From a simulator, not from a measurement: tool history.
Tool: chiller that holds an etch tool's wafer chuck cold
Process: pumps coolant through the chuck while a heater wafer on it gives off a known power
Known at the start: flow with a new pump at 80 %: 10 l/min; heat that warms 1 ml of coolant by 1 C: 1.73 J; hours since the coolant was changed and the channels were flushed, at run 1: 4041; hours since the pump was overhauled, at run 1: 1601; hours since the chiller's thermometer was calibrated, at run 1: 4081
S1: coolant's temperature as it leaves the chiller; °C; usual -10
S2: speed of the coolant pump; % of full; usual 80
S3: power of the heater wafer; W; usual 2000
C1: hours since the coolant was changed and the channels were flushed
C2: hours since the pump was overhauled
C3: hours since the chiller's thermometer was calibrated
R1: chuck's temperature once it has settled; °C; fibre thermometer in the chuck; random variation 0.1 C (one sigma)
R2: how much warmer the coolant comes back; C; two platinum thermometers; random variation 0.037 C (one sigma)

run	day	S1	S2	S3	C1	C2	C3	R1	R2
1	0	-10	80	2000	4041	1601	4081	4	6.96
# day 1.517: chiller's thermometer calibrated
2	1.517	-10	71	2000	4076	1636	0	5.7	7.92
3	2.538	-10	89	2000	4101	1661	24	2.8	6.22
4	3.304	-10	89	2000	4119	1679	43	2.9	6.16
5	4.629	-10	89	2000	4151	1711	75	2.6	6.28
# day 5.1: coolant changed, channels flushed
6	6.675	-10	89	2000	38	1754	118	2.7	6.2
7	7.85	-10	89	2000	66	1783	146	2.7	6.19
8	9.329	-10	89	2000	101	1818	181	2.7	6.18
9	10.904	-10	89	2000	139	1856	219	2.9	6.15
10	11.883	-10	89	2000	163	1879	243	2.8	6.27
11	12.812	-10	89	2000	185	1902	265	2.6	6.27
12	13.817	-10	89	2000	209	1926	289	2.7	6.23
13	15.271	-10	89	2000	244	1961	324	2.7	6.33
14	16.279	-10	89	2000	268	1985	348	3	6.23
15	17.658	-10	89	2000	301	2018	381	2.7	6.31
16	18.433	-10	80	2000	320	2036	400	3.9	7.08
17	20.025	-17	80	1781	358	2075	438	-4.6	6.33
18	21.388	-17	80	1781	391	2107	471	-4.4	6.34
19	22.154	-17	80	1781	409	2126	489	-4.5	6.36
20	23.571	-12	80	1781	443	2160	523	0.5	6.28
21	24.5	-10	80	1934	466	2182	546	3.6	6.88
22	26.046	-10	80	1934	503	2219	583	3.5	6.86
23	27.112	-10	80	2245	528	2245	608	5.8	7.89
24	28.367	-16	80	1088	558	2275	638	-8.4	3.96
25	29.942	-16	80	1088	596	2313	676	-8.5	3.91
26	31.079	-10	93	1413	623	2340	703	-1.6	4.37
27	32.617	-10	63	1439	660	2377	740	2.4	6.65
28	33.629	-9	77	1702	685	2401	765	3.4	6.35
29	34.758	-10	80	2000	712	2428	792	4.2	7.09
30	36.188	-11	81	1518	746	2463	826	-0.5	5.41
31	37.671	-17	75	2000	782	2498	862	-2.1	7.57

Hidden state at the last listed run before each entry between runs and at the first one after, where it differs:
Between runs 1 and 2: chiller's thermometer calibrated (day 1.517)
  coolant's true temperature over the reading, C: -0.01 -> 0; drift of the gauge itself on warmer_back_c, C: 0 -> 0.01
  measured less the result without the state, R2: +0.01 -> +0.01 C
Between runs 5 and 6: coolant changed, channels flushed (day 5.1)
  heat passed by the chuck's channels, % of clean ones': 99.8 -> 100; drift of the gauge itself on warmer_back_c, C: 0.03 -> 0.04
  measured less the result without the state, R2: +0.03 -> +0.04 C
